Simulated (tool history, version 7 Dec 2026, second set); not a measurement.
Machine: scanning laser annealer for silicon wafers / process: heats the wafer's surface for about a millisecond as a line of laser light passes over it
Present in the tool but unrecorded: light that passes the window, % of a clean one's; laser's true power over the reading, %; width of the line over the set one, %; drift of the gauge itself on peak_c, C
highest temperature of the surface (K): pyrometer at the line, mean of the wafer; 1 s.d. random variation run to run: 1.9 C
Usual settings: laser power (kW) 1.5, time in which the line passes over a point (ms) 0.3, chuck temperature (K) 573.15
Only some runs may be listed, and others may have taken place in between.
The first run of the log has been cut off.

run,hour,laser power (kW),time in which the line passes over a point (ms),chuck temperature (K),hours of work since the window was cleaned,hours of work since the power meter was calibrated,hours of work since the optics were aligned,highest temperature of the surface (K)
2,67.9,1.531,0.3,573.15,297,1043,883,1374.15
3,138,1.531,0.279,573.15,340,1086,926,1342.15
4,170.3,1.531,0.279,573.15,360,1106,946,1344.15
5,229.7,1.531,0.279,573.15,396,1143,982,1341.15
6,286,1.5,0.3,609.15,431,1177,1017,1393.15
7,337,1.5,0.3,609.15,462,1209,1049,1388.15
8,399.9,1.5,0.3,609.15,501,1248,1087,1386.15
9,473.9,1.5,0.293,573.15,547,1293,1133,1337.15
10,536.6,1.5,0.3,573.15,585,1332,1171,1345.15
11,599.7,1.5,0.3,573.15,624,1371,1210,1343.15
12,644.1,1.5,0.3,573.15,651,1398,1238,1337.15
13,715.8,1.5,0.3,573.15,696,1442,1282,1338.15
14,761.4,1.5,0.3,573.15,724,1470,1310,1339.15
15,804.8,1.5,0.3,573.15,750,1497,1337,1335.15
16,857.8,1.5,0.3,573.15,783,1530,1369,1337.15
# hour 907.5: window over the wafer cleaned
17,929.5,1.5,0.3,573.15,14,1572,1412,1365.15
18,1001.5,1.5,0.3,573.15,58,1617,1456,1363.15
19,1052.4,1.5,0.3,573.15,89,1648,1488,1357.15
20,1104.4,1.5,0.3,573.15,121,1680,1520,1354.15
21,1164.6,1.5,0.3,573.15,158,1717,1557,1356.15
22,1202.5,1.514,0.265,607.15,182,1741,1580,1344.15

Expected results for the next run?
23,1276.7,1.514,0.307,607.15,227,1786,1626,?

highest temperature of the surface (K): 1403.15
Take away the tool's hidden state, keep the run-to-run variation as it was, and the same run would have given highest temperature of the surface (K) 1441.15.
